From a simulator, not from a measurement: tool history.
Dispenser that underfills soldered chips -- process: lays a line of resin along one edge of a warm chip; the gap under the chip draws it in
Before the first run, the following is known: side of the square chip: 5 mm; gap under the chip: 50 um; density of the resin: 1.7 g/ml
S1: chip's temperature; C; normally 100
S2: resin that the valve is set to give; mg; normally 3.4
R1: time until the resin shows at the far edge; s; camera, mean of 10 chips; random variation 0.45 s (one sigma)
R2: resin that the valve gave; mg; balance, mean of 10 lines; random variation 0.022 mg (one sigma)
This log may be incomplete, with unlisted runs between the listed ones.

run,hour,S1,S2,R1,R2
1,0,100,3.4,34.8,3.22
2,6.5,100,3.4,44.2,3.22
# hour 9: new syringe of resin
3,11.4,100,3.4,36.6,3.21
4,17.1,100,3.4,46.2,3.21
# hour 18.5: new syringe of resin
5,22,100,3.4,38.7,3.18
6,26.6,100,3.4,45.9,3.17
# hour 28.6: new syringe of resin
7,33.3,100,3.4,40.5,3.18
# hour 38.3: new syringe of resin
8,41.2,101,3.4,36.3,3.16
# hour 47.8: new syringe of resin
9,48.9,100,3.4,34.8,3.17
10,53.7,100,3.4,41.6,3.11
# hour 56.1: dispensing valve cleaned and set on the balance
# hour 58.5: new syringe of resin
11,59.2,100,3.4,35.1,3.4
12,63.3,100,3.4,40.8,3.34
# hour 68.1: new syringe of resin
13,70.1,100,3.1,37.3,3.07
14,75.8,100,3.1,45.6,3.06
# hour 77.7: new syringe of resin
15,79.3,100,2.92,36.9,2.88
16,83.6,100,2.92,44.3,2.92
# hour 87.6: new syringe of resin
17,89.4,100,2.92,38.3,2.87
18,95.5,100,2.92,47.4,2.88
# hour 97.3: new syringe of resin
19,100.1,112,3.09,24.8,3.05
20,103.8,112,3.09,29.4,3
# hour 106.7: new syringe of resin
21,111.2,95,2.97,50.3,2.91
# hour 116.3: new syringe of resin
22,118.6,88,3.46,57.8,3.36
23,125.4,99,4.04,49.4,3.89

The next listed run, before its measurement:
# hour 126.1: new syringe of resin
24,130.8,111,3.52,?,?

{"run 24": {"R1": 28.4, "R2": 3.43}}
Without the tool's hidden state the same run would have given R1 22.8 s, R2 3.56 mg.

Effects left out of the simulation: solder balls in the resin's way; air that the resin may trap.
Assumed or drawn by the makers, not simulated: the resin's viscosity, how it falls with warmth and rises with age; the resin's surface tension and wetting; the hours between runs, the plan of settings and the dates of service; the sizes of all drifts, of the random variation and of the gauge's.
